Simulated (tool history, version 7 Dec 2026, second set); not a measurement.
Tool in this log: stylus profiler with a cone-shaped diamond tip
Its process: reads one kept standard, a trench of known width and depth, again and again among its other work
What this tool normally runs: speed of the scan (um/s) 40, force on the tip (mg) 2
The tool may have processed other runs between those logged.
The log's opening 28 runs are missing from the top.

run	day	speed of the scan (um/s)	force on the tip (mg)	scans with this tip	hours of work since the height scale was calibrated	depth of the trench (angstrom)	width of the trench's floor (µm)
29	120.783	105	1.33	4254	313	1004.9	17.72
30	125.908	105	1.33	4956	364	1005.1	17.63
31	129.004	49	1.56	5380	396	1006.1	18.09
32	134.558	32	0.97	6142	452	1004.2	18.14
33	140.1	44	3.58	6901	507	1009.6	18.21
34	143.929	29	5.74	7425	546	1012.8	18.29
35	149.221	29	5.74	8150	599	1013.4	18.28
36	154.454	37	1.86	8868	652	1007.8	18.13
37	157.971	47	0.85	9349	688	1006.1	17.82
38	161.962	12	1.58	9896	728	1006.5	18.18
39	166.983	53	0.73	10584	778	1006.2	17.67
40	171.862	53	0.79	11253	828	1006.2	17.71
41	174.533	43	0.79	11619	854	1005.5	17.81
42	179.567	18	0.83	12309	905	1005.6	18.06
43	182.667	10	1.51	12733	936	1007.7	18.11
44	185.688	44	4.95	13147	967	1014.4	18.04
45	191.646	44	4.95	13964	1027	1014.2	17.96
46	196.071	44	4.95	14570	1071	1014	17.95
47	199	158	4.95	14972	1101	1014.9	17.47

Branching from run 47: 3 alternative next runs. What would each branch give?
A	202.046	18	1.36	15389	1132	?	?
B	202.046	37	2	15389	1132	?	?
C	202.046	158	3.64	15389	1132	?	?

run	depth of the trench (angstrom)	width of the trench's floor (µm)
A	1009.8	17.99
B	1009.5	17.92
C	1013.6	17.34
Take away the tool's hidden state, keep each run's random variation, and the runs would have read:
run	depth of the trench (angstrom)	width of the trench's floor (µm)
A	1005.7	18.6
B	1005.4	18.53
C	1009.4	17.96
